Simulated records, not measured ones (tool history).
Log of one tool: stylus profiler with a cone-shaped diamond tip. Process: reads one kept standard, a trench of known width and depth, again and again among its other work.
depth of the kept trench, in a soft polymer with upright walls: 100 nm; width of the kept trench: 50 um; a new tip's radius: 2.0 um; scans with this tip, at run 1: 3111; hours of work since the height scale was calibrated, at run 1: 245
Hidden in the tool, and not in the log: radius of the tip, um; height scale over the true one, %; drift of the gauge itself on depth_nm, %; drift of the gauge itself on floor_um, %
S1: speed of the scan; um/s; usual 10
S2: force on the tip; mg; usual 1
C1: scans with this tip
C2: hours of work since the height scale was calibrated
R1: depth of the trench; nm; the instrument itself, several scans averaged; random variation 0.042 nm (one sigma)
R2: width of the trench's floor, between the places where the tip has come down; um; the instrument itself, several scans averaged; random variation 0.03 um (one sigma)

{"run": 1, "day": 0.0, "S1": 10, "S2": 1, "C1": 3111, "C2": 245, "R1": 100.43, "R2": 48.29}
{"run": 2, "day": 1.429, "S1": 10, "S2": 1, "C1": 3304, "C2": 261, "R1": 100.46, "R2": 48.28}
{"run": 3, "day": 3.658, "S1": 6, "S2": 1, "C1": 3603, "C2": 284, "R1": 100.49, "R2": 48.23}
{"run": 4, "day": 6.429, "S1": 6, "S2": 1, "C1": 3976, "C2": 314, "R1": 100.5, "R2": 48.24}
{"run": 5, "day": 8.229, "S1": 6, "S2": 1, "C1": 4219, "C2": 333, "R1": 100.38, "R2": 48.2}
{"run": 6, "day": 10.517, "S1": 2, "S2": 1, "C1": 4526, "C2": 357, "R1": 100.48, "R2": 48.16}
{"run": 7, "day": 12.358, "S1": 8, "S2": 1, "C1": 4774, "C2": 377, "R1": 100.46, "R2": 48.13}
{"run": 8, "day": 15.1, "S1": 8, "S2": 1, "C1": 5143, "C2": 406, "R1": 100.56, "R2": 48.08}
{"run": 9, "day": 17.208, "S1": 8, "S2": 1, "C1": 5427, "C2": 428, "R1": 100.41, "R2": 47.98}
{"run": 10, "day": 18.775, "S1": 10, "S2": 1, "C1": 5638, "C2": 445, "R1": 100.49, "R2": 47.98}
{"run": 11, "day": 20.342, "S1": 10, "S2": 1, "C1": 5849, "C2": 461, "R1": 100.47, "R2": 48.01}
{"run": 12, "day": 21.708, "S1": 10, "S2": 1, "C1": 6033, "C2": 476, "R1": 100.45, "R2": 47.95}
{"run": 13, "day": 24.104, "S1": 10, "S2": 0.69, "C1": 6355, "C2": 501, "R1": 100.44, "R2": 47.9}
{"run": 14, "day": 26.125, "S1": 10, "S2": 0.69, "C1": 6627, "C2": 523, "R1": 100.38, "R2": 47.96}
{"run": 15, "day": 28.762, "S1": 10, "S2": 1.58, "C1": 6982, "C2": 551, "R1": 100.7, "R2": 47.88}
{"run": 16, "day": 30.346, "S1": 10, "S2": 0.39, "C1": 7195, "C2": 567, "R1": 100.39, "R2": 47.82}
{"run": 17, "day": 32.067, "S1": 10, "S2": 0.39, "C1": 7427, "C2": 586, "R1": 100.39, "R2": 47.81}
{"run": 18, "day": 34.525, "S1": 10, "S2": 0.39, "C1": 7758, "C2": 612, "R1": 100.35, "R2": 47.78}
{"run": 19, "day": 36.542, "S1": 10, "S2": 0.39, "C1": 8029, "C2": 633, "R1": 100.37, "R2": 47.73}
{"run": 20, "day": 38.121, "S1": 10, "S2": 0.5, "C1": 8241, "C2": 650, "R1": 100.44, "R2": 47.73}
{"run": 21, "day": 39.55, "S1": 18, "S2": 1, "C1": 8434, "C2": 665, "R1": 100.58, "R2": 47.71}
{"run": 22, "day": 41.317, "S1": 18, "S2": 1, "C1": 8672, "C2": 684, "R1": 100.56, "R2": 47.68}
{"run": 23, "day": 43.438, "S1": 10, "S2": 1, "C1": 8957, "C2": 706, "R1": 100.49, "R2": 47.76}
{"day": 43.683, "done": "new tip fitted, height scale calibrated"}
{"run": 24, "day": 44.667, "S1": 10, "S2": 1, "C1": 132, "C2": 10, "R1": 100.37, "R2": 48.66}
{"run": 25, "day": 46.188, "S1": 10, "S2": 1, "C1": 337, "C2": 27, "R1": 100.4, "R2": 48.67}
{"run": 26, "day": 47.512, "S1": 6, "S2": 2.69, "C1": 515, "C2": 41, "R1": 100.78, "R2": 48.64}
{"run": 27, "day": 49.321, "S1": 5, "S2": 2.1, "C1": 758, "C2": 60, "R1": 100.61, "R2": 48.64}
{"run": 28, "day": 51.733, "S1": 3, "S2": 0.36, "C1": 1083, "C2": 85, "R1": 100.26, "R2": 48.55}
{"run": 29, "day": 53.358, "S1": 3, "S2": 0.36, "C1": 1302, "C2": 103, "R1": 100.33, "R2": 48.52}
{"run": 30, "day": 55.462, "S1": 7, "S2": 1.48, "C1": 1585, "C2": 125, "R1": 100.5, "R2": 48.45}
{"run": 31, "day": 57.175, "S1": 7, "S2": 1.48, "C1": 1816, "C2": 143, "R1": 100.51, "R2": 48.53}
{"run": 32, "day": 58.958, "S1": 7, "S2": 1.05, "C1": 2056, "C2": 162, "R1": 100.55, "R2": 48.45}
{"run": 33, "day": 61.679, "S1": 2, "S2": 1.29, "C1": 2422, "C2": 191, "R1": 100.61, "R2": 48.44}
{"run": 34, "day": 63.642, "S1": 2, "S2": 0.36, "C1": 2686, "C2": 212, "R1": 100.29, "R2": 48.33}
{"run": 35, "day": 64.796, "S1": 2, "S2": 0.36, "C1": 2841, "C2": 224, "R1": 100.24, "R2": 48.33}
{"run": 36, "day": 66.7, "S1": 4, "S2": 2.71, "C1": 3097, "C2": 244, "R1": 100.79, "R2": 48.33}
{"run": 37, "day": 68.408, "S1": 4, "S2": 0.57, "C1": 3327, "C2": 262, "R1": 100.34, "R2": 48.27}
{"run": 38, "day": 70.3, "S1": 4, "S2": 0.57, "C1": 3582, "C2": 283, "R1": 100.4, "R2": 48.2}
{"run": 39, "day": 72.662, "S1": 4, "S2": 0.76, "C1": 3900, "C2": 308, "R1": 100.39, "R2": 48.19}
{"run": 40, "day": 74.921, "S1": 4, "S2": 0.76, "C1": 4204, "C2": 332, "R1": 100.43, "R2": 48.17}
{"run": 41, "day": 77.342, "S1": 4, "S2": 0.76, "C1": 4530, "C2": 357, "R1": 100.51, "R2": 48.1}
{"run": 42, "day": 79.067, "S1": 4, "S2": 0.76, "C1": 4762, "C2": 376, "R1": 100.45, "R2": 48.17}
{"run": 43, "day": 80.746, "S1": 2, "S2": 0.65, "C1": 4988, "C2": 393, "R1": 100.5, "R2": 48.08}
{"run": 44, "day": 82.625, "S1": 4, "S2": 0.76, "C1": 5241, "C2": 413, "R1": 100.39, "R2": 48.1}
{"run": 45, "day": 85.117, "S1": 4, "S2": 0.76, "C1": 5576, "C2": 440, "R1": 100.49, "R2": 47.98}
{"run": 46, "day": 87.525, "S1": 29, "S2": 1.26, "C1": 5900, "C2": 465, "R1": 100.63, "R2": 47.9}
{"run": 47, "day": 89.471, "S1": 29, "S2": 1.26, "C1": 6162, "C2": 486, "R1": 100.56, "R2": 47.9}

Some steps in R1 between neighbouring runs. How much of each would the tool show without its hidden state too (settings, what came in, random variation), and how much is left for the hidden state, with any gauge scatter that isn't in both results?
Run 5 -> 6: S1 6 -> 2. R1 +0.1 nm: hidden state +0.02, all else +0.08.
Run 12 -> 13: S2 1 -> 0.69. R1 -0.01 nm: hidden state +0.02, all else -0.03.
Run 23 -> 24: new tip fitted, height scale calibrated. R1 -0.12 nm: hidden state -0.16, all else +0.04.
Run 25 -> 26: S1 10 -> 6, S2 1 -> 2.69. R1 +0.38 nm: hidden state +0.01, all else +0.37.
Run 35 -> 36: S1 2 -> 4, S2 0.36 -> 2.71. R1 +0.55 nm: hidden state +0.01, all else +0.54.
Run 36 -> 37: S2 2.71 -> 0.57. R1 -0.45 nm: hidden state +0.01, all else -0.46.

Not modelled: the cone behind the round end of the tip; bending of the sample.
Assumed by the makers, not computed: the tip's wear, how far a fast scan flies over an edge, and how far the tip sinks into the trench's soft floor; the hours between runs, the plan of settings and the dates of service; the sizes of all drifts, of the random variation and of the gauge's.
